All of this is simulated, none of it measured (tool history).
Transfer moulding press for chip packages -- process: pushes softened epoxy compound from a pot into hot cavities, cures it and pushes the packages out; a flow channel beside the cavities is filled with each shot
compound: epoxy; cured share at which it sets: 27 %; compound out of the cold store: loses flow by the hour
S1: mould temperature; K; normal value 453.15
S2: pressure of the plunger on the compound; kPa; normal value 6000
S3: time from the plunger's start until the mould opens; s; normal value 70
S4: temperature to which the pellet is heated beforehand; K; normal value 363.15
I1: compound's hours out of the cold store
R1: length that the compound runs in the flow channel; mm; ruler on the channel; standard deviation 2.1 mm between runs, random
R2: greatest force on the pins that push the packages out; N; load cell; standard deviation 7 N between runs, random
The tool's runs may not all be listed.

run 1 hour=0.0 | S1=453.15 S2=6000 S3=70 S4=363.15 | I1=25.9 | R1=859 R2=413
-- hour=13.4 plunger's sealing rings changed
run 2 hour=22.7 | S1=453.15 S2=6000 S3=70 S4=363.15 | I1=19.1 | R1=931 R2=461
run 3 hour=40.8 | S1=453.15 S2=6000 S3=53 S4=363.15 | I1=23.0 | R1=910 R2=906
-- hour=45.2 cavities cleaned with cleaning compound and waxed
run 4 hour=56.7 | S1=453.15 S2=4830 S3=70 S4=363.15 | I1=42.5 | R1=712 R2=336
run 5 hour=70.1 | S1=453.15 S2=4830 S3=70 S4=363.15 | I1=36.9 | R1=739 R2=365
run 6 hour=85.6 | S1=453.15 S2=4830 S3=70 S4=363.15 | I1=45.4 | R1=697 R2=430
run 7 hour=94.3 | S1=453.15 S2=4830 S3=70 S4=363.15 | I1=35.2 | R1=742 R2=447
run 8 hour=114.2 | S1=453.15 S2=4830 S3=70 S4=363.15 | I1=32.8 | R1=751 R2=498
-- hour=116.8 cavities cleaned with cleaning compound and waxed
run 9 hour=130.4 | S1=453.15 S2=6000 S3=70 S4=363.15 | I1=15.9 | R1=929 R2=360
run 10 hour=149.8 | S1=453.15 S2=6000 S3=70 S4=363.15 | I1=10.4 | R1=961 R2=415
run 11 hour=166.5 | S1=453.15 S2=6000 S3=70 S4=363.15 | I1=19.0 | R1=907 R2=464
run 12 hour=184.9 | S1=453.15 S2=6000 S3=70 S4=363.15 | I1=32.0 | R1=831 R2=477
-- hour=188.3 cavities cleaned with cleaning compound and waxed
run 13 hour=206.3 | S1=453.15 S2=6000 S3=70 S4=363.15 | I1=23.6 | R1=872 R2=374
run 14 hour=216.9 | S1=449.15 S2=5020 S3=63 S4=363.15 | I1=37.0 | R1=738 R2=610
run 15 hour=232.3 | S1=453.15 S2=6000 S3=66 S4=371.15 | I1=23.6 | R1=868 R2=471
run 16 hour=243.1 | S1=453.15 S2=5840 S3=70 S4=369.15 | I1=46.3 | R1=740 R2=461
run 17 hour=254.4 | S1=453.15 S2=6200 S3=70 S4=363.15 | I1=31.8 | R1=832 R2=472
-- hour=260.4 cavities cleaned with cleaning compound and waxed
run 18 hour=267.8 | S1=446.15 S2=4540 S3=63 S4=363.15 | I1=13.1 | R1=818 R2=639
-- hour=272.6 plunger's sealing rings changed
run 19 hour=290.9 | S1=446.15 S2=4540 S3=63 S4=363.15 | I1=41.7 | R1=710 R2=685

Expected results for the next run?
run 20 hour=309.3 | S1=461.15 S2=6000 S3=63 S4=363.15 | I1=15.7 | R1=? R2=?

R1: 933 mm
R2: 418 N
With the hidden condition absent and the run-to-run variation left alone, this run would have shown R1 941 mm, R2 267 N.
